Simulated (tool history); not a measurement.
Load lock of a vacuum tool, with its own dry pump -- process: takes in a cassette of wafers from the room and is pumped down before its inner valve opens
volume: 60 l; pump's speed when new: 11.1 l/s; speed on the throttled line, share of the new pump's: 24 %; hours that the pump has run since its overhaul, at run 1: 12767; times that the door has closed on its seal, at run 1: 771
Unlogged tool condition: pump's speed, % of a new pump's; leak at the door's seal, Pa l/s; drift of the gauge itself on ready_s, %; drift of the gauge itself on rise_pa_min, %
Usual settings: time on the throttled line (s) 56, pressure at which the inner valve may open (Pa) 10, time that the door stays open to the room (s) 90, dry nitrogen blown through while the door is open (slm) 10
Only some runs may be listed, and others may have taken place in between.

| run | hour | time on the throttled line (s) | pressure at which the inner valve may open (Pa) | time that the door stays open to the room (s) | dry nitrogen blown through while the door is open (slm) | hours that the pump has run since its overhaul | times that the door has closed on its seal | incoming humidity of the room's air, % | time from the closed door until the inner valve may open (s) | rise of the pressure with all valves shut (Pa/min) |
|---|---|---|---|---|---|---|---|---|---|---|
| 1 | 0 | 56 | 10 | 90 | 10 | 12767 | 771 | 43 | 99.1 | 0.023 |
| 2 | 53.5 | 56 | 10 | 90 | 10 | 12820 | 902 | 45.1 | 98.2 | 0.027 |
| 3 | 117.4 | 56 | 10 | 90 | 10 | 12884 | 1058 | 45.9 | 98 | 0.029 |
| 4 | 184.1 | 56 | 10 | 90 | 10 | 12951 | 1221 | 46.4 | 99.9 | 0.027 |
| 5 | 287.8 | 56 | 10 | 90 | 10 | 13054 | 1475 | 47.8 | 98.1 | 0.027 |
| 6 | 339.3 | 56 | 10 | 90 | 10 | 13106 | 1601 | 46.1 | 99.6 | 0.02 |
| 7 | 428.1 | 56 | 10 | 90 | 10 | 13195 | 1818 | 46.8 | 99.6 | 0.022 |
| 8 | 540.8 | 56 | 10 | 90 | 10 | 13307 | 2094 | 44.3 | 98.1 | 0.032 |
| 9 | 630.8 | 56 | 10 | 90 | 10 | 13397 | 2315 | 44 | 98.3 | 0.026 |
| 10 | 741.8 | 56 | 10 | 90 | 10 | 13508 | 2586 | 42.8 | 98.7 | 0.029 |
| 11 | 847.3 | 56 | 10 | 90 | 10 | 13614 | 2845 | 47.6 | 99.7 | 0.027 |
| 12 | 961.4 | 56 | 10 | 90 | 10 | 13728 | 3124 | 48 | 98.1 | 0.032 |
| 13 | 1034.6 | 56 | 10 | 90 | 10 | 13801 | 3303 | 45.1 | 98.4 | 0.029 |
| 14 | 1089.4 | 56 | 10 | 90 | 10 | 13856 | 3437 | 45.5 | 99.3 | 0.026 |

Run 15 has not been measured yet. What should we expect?
| 15 | 1174.4 | 66 | 10 | 33 | 35 | 13941 | 3645 | 43.8 | ? | ? |

time from the closed door until the inner valve may open (s): 107.5
rise of the pressure with all valves shut (Pa/min): 0.019
Minus the tool's unlogged condition, the same run would have read time from the closed door until the inner valve may open (s) 101.8, rise of the pressure with all valves shut (Pa/min) 0.009.

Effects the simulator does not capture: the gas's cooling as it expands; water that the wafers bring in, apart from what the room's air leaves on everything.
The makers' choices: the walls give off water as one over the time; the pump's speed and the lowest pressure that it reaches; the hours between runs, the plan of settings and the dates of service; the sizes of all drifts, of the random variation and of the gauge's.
